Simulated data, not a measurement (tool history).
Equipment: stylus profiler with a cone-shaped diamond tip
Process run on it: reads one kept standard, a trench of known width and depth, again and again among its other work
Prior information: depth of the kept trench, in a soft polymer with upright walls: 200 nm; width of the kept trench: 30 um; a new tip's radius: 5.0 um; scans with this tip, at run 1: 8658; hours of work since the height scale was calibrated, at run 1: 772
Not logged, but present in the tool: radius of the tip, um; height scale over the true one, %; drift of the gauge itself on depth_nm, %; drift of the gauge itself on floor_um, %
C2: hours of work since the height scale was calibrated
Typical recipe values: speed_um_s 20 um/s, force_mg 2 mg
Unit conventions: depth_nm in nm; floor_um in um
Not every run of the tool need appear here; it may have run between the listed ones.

{"run": 1, "hour": 0.0, "speed_um_s": 20, "force_mg": 2, "scans with this tip": 8658, "C2": 772, "depth_nm": 201.46, "floor_um": 25.02}
{"run": 2, "hour": 54.9, "speed_um_s": 20, "force_mg": 2, "scans with this tip": 8947, "C2": 798, "depth_nm": 201.53, "floor_um": 24.97}
{"run": 3, "hour": 115.4, "speed_um_s": 77, "force_mg": 2, "scans with this tip": 9267, "C2": 826, "depth_nm": 201.51, "floor_um": 24.62}
{"run": 4, "hour": 220.9, "speed_um_s": 77, "force_mg": 3.9, "scans with this tip": 9824, "C2": 876, "depth_nm": 202.68, "floor_um": 24.68}
{"hour": 280.2, "done": "new tip fitted, height scale calibrated"}
{"run": 5, "hour": 281.1, "speed_um_s": 77, "force_mg": 3.9, "scans with this tip": 5, "C2": 0, "depth_nm": 203.39, "floor_um": 26.95}
{"run": 6, "hour": 389.9, "speed_um_s": 77, "force_mg": 3.9, "scans with this tip": 579, "C2": 52, "depth_nm": 203.28, "floor_um": 26.77}
{"run": 7, "hour": 504.2, "speed_um_s": 77, "force_mg": 3.9, "scans with this tip": 1183, "C2": 105, "depth_nm": 203.27, "floor_um": 26.56}
{"run": 8, "hour": 559.6, "speed_um_s": 77, "force_mg": 3.9, "scans with this tip": 1476, "C2": 132, "depth_nm": 203.25, "floor_um": 26.48}
{"run": 9, "hour": 663.2, "speed_um_s": 77, "force_mg": 3.9, "scans with this tip": 2022, "C2": 180, "depth_nm": 203.2, "floor_um": 26.26}
{"run": 10, "hour": 720.3, "speed_um_s": 22, "force_mg": 2, "scans with this tip": 2324, "C2": 207, "depth_nm": 201.96, "floor_um": 26.39}
{"run": 11, "hour": 819.5, "speed_um_s": 20, "force_mg": 0.7, "scans with this tip": 2847, "C2": 254, "depth_nm": 200.78, "floor_um": 26.19}
{"run": 12, "hour": 876.3, "speed_um_s": 23, "force_mg": 2, "scans with this tip": 3147, "C2": 281, "depth_nm": 201.96, "floor_um": 26.16}
{"run": 13, "hour": 941.2, "speed_um_s": 23, "force_mg": 2, "scans with this tip": 3490, "C2": 311, "depth_nm": 201.9, "floor_um": 26.07}
{"run": 14, "hour": 1025.4, "speed_um_s": 23, "force_mg": 2, "scans with this tip": 3934, "C2": 351, "depth_nm": 201.85, "floor_um": 25.89}
{"run": 15, "hour": 1105.7, "speed_um_s": 20, "force_mg": 2, "scans with this tip": 4358, "C2": 389, "depth_nm": 201.71, "floor_um": 25.8}
{"run": 16, "hour": 1222.0, "speed_um_s": 14, "force_mg": 2, "scans with this tip": 4972, "C2": 443, "depth_nm": 201.81, "floor_um": 25.7}
{"run": 17, "hour": 1292.7, "speed_um_s": 23, "force_mg": 2, "scans with this tip": 5345, "C2": 477, "depth_nm": 201.73, "floor_um": 25.64}
{"run": 18, "hour": 1384.0, "speed_um_s": 23, "force_mg": 2, "scans with this tip": 5828, "C2": 520, "depth_nm": 201.61, "floor_um": 25.54}
{"run": 19, "hour": 1496.2, "speed_um_s": 20, "force_mg": 2, "scans with this tip": 6420, "C2": 572, "depth_nm": 201.65, "floor_um": 25.39}
{"run": 20, "hour": 1597.1, "speed_um_s": 20, "force_mg": 2, "scans with this tip": 6953, "C2": 620, "depth_nm": 201.6, "floor_um": 25.31}
{"run": 21, "hour": 1664.1, "speed_um_s": 20, "force_mg": 2, "scans with this tip": 7306, "C2": 652, "depth_nm": 201.59, "floor_um": 25.2}
{"run": 22, "hour": 1724.7, "speed_um_s": 20, "force_mg": 2, "scans with this tip": 7626, "C2": 680, "depth_nm": 201.57, "floor_um": 25.13}
{"run": 23, "hour": 1838.9, "speed_um_s": 32, "force_mg": 2, "scans with this tip": 8229, "C2": 734, "depth_nm": 201.43, "floor_um": 24.98}
{"run": 24, "hour": 1943.1, "speed_um_s": 6, "force_mg": 4.4, "scans with this tip": 8779, "C2": 783, "depth_nm": 202.91, "floor_um": 24.92}
{"run": 25, "hour": 2019.5, "speed_um_s": 6, "force_mg": 4.4, "scans with this tip": 9183, "C2": 819, "depth_nm": 202.97, "floor_um": 24.86}
{"run": 26, "hour": 2102.4, "speed_um_s": 27, "force_mg": 4.99, "scans with this tip": 9620, "C2": 858, "depth_nm": 203.16, "floor_um": 24.72}
{"run": 27, "hour": 2164.2, "speed_um_s": 9, "force_mg": 3.74, "scans with this tip": 9946, "C2": 887, "depth_nm": 202.53, "floor_um": 24.74}
{"hour": 2198.1, "done": "new tip fitted, height scale calibrated"}
{"run": 28, "hour": 2223.7, "speed_um_s": 47, "force_mg": 4.68, "scans with this tip": 136, "C2": 12, "depth_nm": 203.85, "floor_um": 27.03}
{"run": 29, "hour": 2314.9, "speed_um_s": 22, "force_mg": 1.37, "scans with this tip": 617, "C2": 55, "depth_nm": 201.63, "floor_um": 26.88}
{"hour": 2325.0, "done": "height scale calibrated on a step standard"}
{"run": 30, "hour": 2432.5, "speed_um_s": 14, "force_mg": 1.74, "scans with this tip": 1236, "C2": 51, "depth_nm": 201.85, "floor_um": 26.8}
{"run": 31, "hour": 2527.2, "speed_um_s": 14, "force_mg": 1.74, "scans with this tip": 1735, "C2": 95, "depth_nm": 201.82, "floor_um": 26.6}
{"run": 32, "hour": 2606.3, "speed_um_s": 14, "force_mg": 1.74, "scans with this tip": 2153, "C2": 132, "depth_nm": 201.78, "floor_um": 26.41}
{"run": 33, "hour": 2674.2, "speed_um_s": 14, "force_mg": 1.74, "scans with this tip": 2512, "C2": 164, "depth_nm": 201.68, "floor_um": 26.33}
{"run": 34, "hour": 2746.9, "speed_um_s": 20, "force_mg": 1.4, "scans with this tip": 2895, "C2": 199, "depth_nm": 201.47, "floor_um": 26.32}
{"run": 35, "hour": 2833.1, "speed_um_s": 20, "force_mg": 1.4, "scans with this tip": 3350, "C2": 239, "depth_nm": 201.44, "floor_um": 26.16}
{"run": 36, "hour": 2892.0, "speed_um_s": 15, "force_mg": 2, "scans with this tip": 3661, "C2": 267, "depth_nm": 201.92, "floor_um": 26.03}
{"run": 37, "hour": 2952.8, "speed_um_s": 15, "force_mg": 2, "scans with this tip": 3982, "C2": 296, "depth_nm": 201.85, "floor_um": 25.95}
{"hour": 3006.7, "done": "height scale calibrated on a step standard, once more"}
{"run": 38, "hour": 3063.0, "speed_um_s": 11, "force_mg": 1.47, "scans with this tip": 4561, "C2": 26, "depth_nm": 201.79, "floor_um": 25.91}
{"run": 39, "hour": 3161.1, "speed_um_s": 48, "force_mg": 3.02, "scans with this tip": 5079, "C2": 73, "depth_nm": 202.76, "floor_um": 25.6}
{"run": 40, "hour": 3244.1, "speed_um_s": 29, "force_mg": 0.75, "scans with this tip": 5517, "C2": 112, "depth_nm": 201.11, "floor_um": 25.5}
{"run": 41, "hour": 3316.1, "speed_um_s": 12, "force_mg": 3, "scans with this tip": 5897, "C2": 146, "depth_nm": 202.71, "floor_um": 25.56}
{"run": 42, "hour": 3406.6, "speed_um_s": 12, "force_mg": 3, "scans with this tip": 6375, "C2": 188, "depth_nm": 202.75, "floor_um": 25.47}
{"run": 43, "hour": 3513.2, "speed_um_s": 7, "force_mg": 5.3, "scans with this tip": 6938, "C2": 238, "depth_nm": 204, "floor_um": 25.43}
{"run": 44, "hour": 3603.2, "speed_um_s": 9, "force_mg": 2.37, "scans with this tip": 7413, "C2": 281, "depth_nm": 202.19, "floor_um": 25.31}
{"run": 45, "hour": 3674.9, "speed_um_s": 9, "force_mg": 2.37, "scans with this tip": 7792, "C2": 315, "depth_nm": 202.2, "floor_um": 25.18}

What differs in the tool's unlogged condition from the final listed run ahead of each entry between runs to the first listed run following it?
Logged between run 4 and run 5: new tip fitted, height scale calibrated (hour 280.2)
  radius of the tip, um: 16.67 -> 5.14; height scale over the true one, %: -0.348 -> -0.029
  difference, measured minus the result without the unlogged condition, depth_nm: -0.7 -> -0.06 nm; floor_um: -2.35 -> -0.04 um
Logged between run 27 and run 28: new tip fitted, height scale calibrated (hour 2198.1)
  radius of the tip, um: 17.2 -> 5.17; height scale over the true one, %: -0.403 -> -0.009
  difference, measured minus the result without the unlogged condition, depth_nm: -0.82 -> -0.02 nm; floor_um: -2.43 -> -0.05 um
Logged between run 29 and run 30: height scale calibrated on a step standard (hour 2325)
  radius of the tip, um: 5.74 -> 6.47; height scale over the true one, %: -0.027 -> -0.053
  difference, measured minus the result without the unlogged condition, depth_nm: -0.05 -> -0.1 nm; floor_um: -0.21 -> -0.4 um
Logged between run 37 and run 38: height scale calibrated on a step standard, once more (hour 3006.7)
  radius of the tip, um: 9.67 -> 10.4; height scale over the true one, %: -0.157 -> -0.007
  difference, measured minus the result without the unlogged condition, depth_nm: -0.32 -> -0.01 nm; floor_um: -1.12 -> -1.26 um

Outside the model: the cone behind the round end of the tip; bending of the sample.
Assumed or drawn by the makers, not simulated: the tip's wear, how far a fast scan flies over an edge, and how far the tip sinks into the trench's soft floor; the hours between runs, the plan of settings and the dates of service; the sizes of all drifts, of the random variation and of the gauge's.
